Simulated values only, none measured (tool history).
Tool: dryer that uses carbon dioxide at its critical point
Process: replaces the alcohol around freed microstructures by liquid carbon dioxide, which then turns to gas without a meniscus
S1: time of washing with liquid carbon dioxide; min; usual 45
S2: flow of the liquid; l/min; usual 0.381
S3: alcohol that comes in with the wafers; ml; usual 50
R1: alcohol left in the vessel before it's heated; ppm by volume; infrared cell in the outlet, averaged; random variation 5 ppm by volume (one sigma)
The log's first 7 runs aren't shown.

| run | hour | S1 | S2 | S3 | R1 |
|---|---|---|---|---|---|
| 8 | 86.1 | 45 | 0.381 | 50 | 99 |
| 9 | 99.3 | 45 | 0.381 | 50 | 97 |
|  | 114.2 | inlet filter changed |
| 10 | 115.8 | 45 | 0.381 | 50 | 88 |
| 11 | 131.5 | 45 | 0.381 | 27 | 91 |
| 12 | 144.3 | 33 | 0.381 | 50 | 155 |
| 13 | 158.5 | 33 | 0.381 | 50 | 147 |
| 14 | 169.5 | 33 | 0.381 | 50 | 141 |
| 15 | 182.5 | 33 | 0.381 | 50 | 160 |
| 16 | 198 | 57 | 0.381 | 50 | 91 |
| 17 | 214.5 | 45 | 0.381 | 50 | 105 |
| 18 | 225.8 | 45 | 0.381 | 50 | 108 |
| 19 | 234.1 | 45 | 0.361 | 90 | 134 |
| 20 | 248.1 | 45 | 0.361 | 90 | 136 |
| 21 | 266.3 | 45 | 0.361 | 90 | 135 |
| 22 | 280.7 | 55 | 0.381 | 50 | 119 |
| 23 | 293.3 | 34 | 0.343 | 47 | 222 |
| 24 | 309 | 31 | 0.583 | 103 | 130 |
| 25 | 320.6 | 31 | 0.583 | 103 | 138 |
| 26 | 335.7 | 31 | 0.583 | 103 | 138 |
| 27 | 352.7 | 31 | 0.518 | 37 | 145 |

The next listed run, before its measurement:
| 28 | 371.4 | 31 | 0.518 | 37 | ? |

{"run 28": {"R1": 142}}
Without the tool's hidden state the same run would have given R1 10 ppm by volume.
